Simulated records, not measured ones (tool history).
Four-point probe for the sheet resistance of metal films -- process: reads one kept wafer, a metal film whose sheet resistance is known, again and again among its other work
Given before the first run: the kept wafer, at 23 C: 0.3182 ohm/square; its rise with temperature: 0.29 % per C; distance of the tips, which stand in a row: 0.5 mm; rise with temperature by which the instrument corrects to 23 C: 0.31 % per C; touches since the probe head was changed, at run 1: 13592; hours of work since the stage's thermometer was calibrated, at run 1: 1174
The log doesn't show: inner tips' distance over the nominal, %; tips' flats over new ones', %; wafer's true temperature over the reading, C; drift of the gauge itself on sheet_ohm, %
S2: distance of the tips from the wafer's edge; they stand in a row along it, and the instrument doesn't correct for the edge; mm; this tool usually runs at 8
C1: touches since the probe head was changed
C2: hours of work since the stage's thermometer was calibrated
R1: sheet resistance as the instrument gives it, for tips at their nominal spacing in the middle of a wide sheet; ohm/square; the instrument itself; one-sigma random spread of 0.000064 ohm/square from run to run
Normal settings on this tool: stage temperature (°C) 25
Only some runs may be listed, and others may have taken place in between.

{"run": 1, "hour": 0.0, "stage temperature (°C)": 25, "S2": 8, "C1": 13592, "C2": 1174, "R1": 0.316673}
{"run": 2, "hour": 21.9, "stage temperature (°C)": 25, "S2": 8, "C1": 13930, "C2": 1187, "R1": 0.316713}
{"run": 3, "hour": 43.3, "stage temperature (°C)": 25, "S2": 8, "C1": 14261, "C2": 1200, "R1": 0.316568}
{"run": 4, "hour": 70.2, "stage temperature (°C)": 25, "S2": 8, "C1": 14677, "C2": 1216, "R1": 0.31649}
{"run": 5, "hour": 88.5, "stage temperature (°C)": 25, "S2": 8, "C1": 14961, "C2": 1227, "R1": 0.316609}
{"run": 6, "hour": 115.4, "stage temperature (°C)": 25, "S2": 8, "C1": 15377, "C2": 1243, "R1": 0.31658}
{"run": 7, "hour": 130.0, "stage temperature (°C)": 25, "S2": 8, "C1": 15602, "C2": 1252, "R1": 0.316598}
{"run": 8, "hour": 144.2, "stage temperature (°C)": 25, "S2": 8, "C1": 15823, "C2": 1260, "R1": 0.31662}
{"run": 9, "hour": 155.5, "stage temperature (°C)": 20, "S2": 8, "C1": 15996, "C2": 1267, "R1": 0.316921}
{"run": 10, "hour": 171.2, "stage temperature (°C)": 20, "S2": 8, "C1": 16239, "C2": 1276, "R1": 0.316839}
{"run": 11, "hour": 186.7, "stage temperature (°C)": 20, "S2": 8, "C1": 16479, "C2": 1286, "R1": 0.316812}
{"run": 12, "hour": 200.3, "stage temperature (°C)": 20, "S2": 8, "C1": 16690, "C2": 1294, "R1": 0.316927}
{"run": 13, "hour": 212.6, "stage temperature (°C)": 27, "S2": 8, "C1": 16879, "C2": 1301, "R1": 0.316542}
{"run": 14, "hour": 236.5, "stage temperature (°C)": 27, "S2": 8, "C1": 17250, "C2": 1315, "R1": 0.316472}
{"run": 15, "hour": 261.9, "stage temperature (°C)": 27, "S2": 8, "C1": 17643, "C2": 1331, "R1": 0.316543}
{"run": 16, "hour": 284.0, "stage temperature (°C)": 27, "S2": 8, "C1": 17985, "C2": 1344, "R1": 0.316523}
{"run": 17, "hour": 300.0, "stage temperature (°C)": 27, "S2": 8, "C1": 18233, "C2": 1353, "R1": 0.316398}
{"run": 18, "hour": 316.2, "stage temperature (°C)": 32, "S2": 8, "C1": 18483, "C2": 1363, "R1": 0.316182}
{"run": 19, "hour": 327.1, "stage temperature (°C)": 25, "S2": 8, "C1": 18651, "C2": 1369, "R1": 0.316512}
{"run": 20, "hour": 352.9, "stage temperature (°C)": 25, "S2": 8, "C1": 19050, "C2": 1385, "R1": 0.316488}
{"run": 21, "hour": 367.1, "stage temperature (°C)": 19, "S2": 8, "C1": 19270, "C2": 1393, "R1": 0.316809}
{"run": 22, "hour": 384.7, "stage temperature (°C)": 25, "S2": 8, "C1": 19542, "C2": 1404, "R1": 0.316437}
{"run": 23, "hour": 409.4, "stage temperature (°C)": 25, "S2": 8, "C1": 19925, "C2": 1419, "R1": 0.316579}
{"run": 24, "hour": 433.1, "stage temperature (°C)": 30, "S2": 12, "C1": 20291, "C2": 1433, "R1": 0.315905}
{"run": 25, "hour": 447.8, "stage temperature (°C)": 29, "S2": 21, "C1": 20519, "C2": 1442, "R1": 0.315825}
{"run": 26, "hour": 461.8, "stage temperature (°C)": 29, "S2": 21, "C1": 20735, "C2": 1450, "R1": 0.315737}
{"run": 27, "hour": 478.3, "stage temperature (°C)": 29, "S2": 21, "C1": 20990, "C2": 1460, "R1": 0.315756}
{"run": 28, "hour": 489.9, "stage temperature (°C)": 29, "S2": 21, "C1": 21169, "C2": 1467, "R1": 0.315799}
{"run": 29, "hour": 510.3, "stage temperature (°C)": 29, "S2": 21, "C1": 21484, "C2": 1479, "R1": 0.315718}
{"hour": 512.9, "done": "stage's thermometer calibrated"}
{"run": 30, "hour": 533.4, "stage temperature (°C)": 34, "S2": 8, "C1": 21835, "C2": 12, "R1": 0.315928}
{"run": 31, "hour": 549.3, "stage temperature (°C)": 21, "S2": 10, "C1": 22081, "C2": 22, "R1": 0.316415}
{"run": 32, "hour": 570.3, "stage temperature (°C)": 21, "S2": 39, "C1": 22405, "C2": 34, "R1": 0.315944}

The next listed run, before its measurement:
{"run": 33, "hour": 587.2, "stage temperature (°C)": 20, "S2": 48, "C1": 22667, "C2": 44, "R1": "?"}

R1: 0.316063 ohm/square
With the hidden condition absent and the run-to-run variation left alone, this run would have shown R1 0.318433 ohm/square.
